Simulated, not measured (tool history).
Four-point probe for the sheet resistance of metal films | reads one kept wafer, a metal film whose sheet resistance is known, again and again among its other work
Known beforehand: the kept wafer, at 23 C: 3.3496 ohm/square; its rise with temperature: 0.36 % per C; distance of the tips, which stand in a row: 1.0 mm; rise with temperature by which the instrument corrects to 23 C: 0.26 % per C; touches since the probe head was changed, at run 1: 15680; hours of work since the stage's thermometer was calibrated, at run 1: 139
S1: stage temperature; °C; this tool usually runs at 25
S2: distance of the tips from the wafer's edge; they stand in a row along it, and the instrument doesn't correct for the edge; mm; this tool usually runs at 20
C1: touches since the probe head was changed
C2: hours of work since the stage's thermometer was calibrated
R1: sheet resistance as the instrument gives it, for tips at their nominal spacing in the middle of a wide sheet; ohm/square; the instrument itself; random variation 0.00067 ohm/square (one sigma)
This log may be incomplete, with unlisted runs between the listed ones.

{"run": 1, "day": 0.0, "S1": 25, "S2": 20, "C1": 15680, "C2": 139, "R1": 3.353703}
{"run": 2, "day": 0.579, "S1": 25, "S2": 20, "C1": 16101, "C2": 145, "R1": 3.35365}
{"run": 3, "day": 1.242, "S1": 25, "S2": 20, "C1": 16583, "C2": 152, "R1": 3.353169}
{"run": 4, "day": 2.15, "S1": 25, "S2": 9, "C1": 17243, "C2": 160, "R1": 3.371579}
{"run": 5, "day": 2.792, "S1": 25, "S2": 9, "C1": 17709, "C2": 167, "R1": 3.372754}
{"run": 6, "day": 3.579, "S1": 25, "S2": 9, "C1": 18281, "C2": 174, "R1": 3.37217}
{"run": 7, "day": 4.367, "S1": 25, "S2": 9, "C1": 18855, "C2": 182, "R1": 3.370218}
{"run": 8, "day": 5.079, "S1": 31, "S2": 20, "C1": 19372, "C2": 189, "R1": 3.371181}
{"run": 9, "day": 5.771, "S1": 25, "S2": 20, "C1": 19876, "C2": 196, "R1": 3.354179}
{"run": 10, "day": 6.412, "S1": 26, "S2": 20, "C1": 20343, "C2": 202, "R1": 3.356431}
{"run": 11, "day": 7.229, "S1": 26, "S2": 20, "C1": 20934, "C2": 210, "R1": 3.355338}
{"run": 12, "day": 7.804, "S1": 26, "S2": 20, "C1": 21355, "C2": 216, "R1": 3.356593}
{"run": 13, "day": 8.479, "S1": 26, "S2": 20, "C1": 21845, "C2": 222, "R1": 3.356737}
{"run": 14, "day": 9.029, "S1": 26, "S2": 20, "C1": 22243, "C2": 227, "R1": 3.355396}
{"run": 15, "day": 9.792, "S1": 25, "S2": 48, "C1": 22799, "C2": 235, "R1": 3.350016}
{"run": 16, "day": 10.25, "S1": 25, "S2": 48, "C1": 23132, "C2": 239, "R1": 3.349031}
{"run": 17, "day": 10.908, "S1": 25, "S2": 48, "C1": 23611, "C2": 246, "R1": 3.349124}
{"day": 10.979, "done": "stage's thermometer calibrated"}
{"run": 18, "day": 11.4, "S1": 25, "S2": 48, "C1": 23953, "C2": 4, "R1": 3.348472}
{"run": 19, "day": 11.896, "S1": 25, "S2": 48, "C1": 24312, "C2": 9, "R1": 3.348535}
{"run": 20, "day": 12.654, "S1": 29, "S2": 10, "C1": 24865, "C2": 16, "R1": 3.379628}
{"run": 21, "day": 13.362, "S1": 29, "S2": 10, "C1": 25381, "C2": 23, "R1": 3.378653}
{"run": 22, "day": 13.975, "S1": 21, "S2": 26, "C1": 25823, "C2": 29, "R1": 3.337533}
{"run": 23, "day": 14.75, "S1": 19, "S2": 7, "C1": 26386, "C2": 37, "R1": 3.36419}
{"day": 15.308, "done": "stage's thermometer calibrated, once more"}
{"run": 24, "day": 15.562, "S1": 23, "S2": 7, "C1": 26963, "C2": 2, "R1": 3.377461}
{"run": 25, "day": 16.371, "S1": 23, "S2": 7, "C1": 27551, "C2": 10, "R1": 3.377186}
{"run": 26, "day": 16.858, "S1": 24, "S2": 4, "C1": 27904, "C2": 15, "R1": 3.453564}
{"run": 27, "day": 17.325, "S1": 24, "S2": 4, "C1": 28244, "C2": 20, "R1": 3.45403}
{"run": 28, "day": 17.942, "S1": 28, "S2": 68, "C1": 28694, "C2": 26, "R1": 3.356562}
{"run": 29, "day": 18.312, "S1": 28, "S2": 68, "C1": 28963, "C2": 29, "R1": 3.357617}
{"run": 30, "day": 19.0, "S1": 28, "S2": 21, "C1": 29463, "C2": 36, "R1": 3.362225}
{"run": 31, "day": 19.808, "S1": 33, "S2": 21, "C1": 30050, "C2": 44, "R1": 3.376562}
{"run": 32, "day": 20.7, "S1": 33, "S2": 21, "C1": 30699, "C2": 53, "R1": 3.376771}
{"run": 33, "day": 21.304, "S1": 33, "S2": 21, "C1": 31139, "C2": 58, "R1": 3.378272}
{"run": 34, "day": 21.925, "S1": 33, "S2": 21, "C1": 31588, "C2": 65, "R1": 3.377756}
{"run": 35, "day": 22.721, "S1": 33, "S2": 21, "C1": 32168, "C2": 72, "R1": 3.375641}
{"run": 36, "day": 23.229, "S1": 19, "S2": 7, "C1": 32537, "C2": 77, "R1": 3.363601}
{"run": 37, "day": 24.05, "S1": 19, "S2": 7, "C1": 33134, "C2": 85, "R1": 3.362571}

How the hidden state differs across the entries between the runs, from the last listed run before each to the first after it:
In the gap between runs 17 and 18: stage's thermometer calibrated (day 10.979)
  inner tips' distance over the nominal, %: -0.228 -> -0.229
  measured value less the no-hidden-state value, R1: -0.007934 -> -0.007915 ohm/square
In the gap between runs 23 and 24: stage's thermometer calibrated, once more (day 15.308)
  inner tips' distance over the nominal, %: -0.241 -> -0.244; tips' flats over new ones', %: 23 -> 24; wafer's true temperature over the reading, C: 0.04 -> 0.03
  measured value less the no-hidden-state value, R1: -0.008259 -> -0.008542 ohm/square
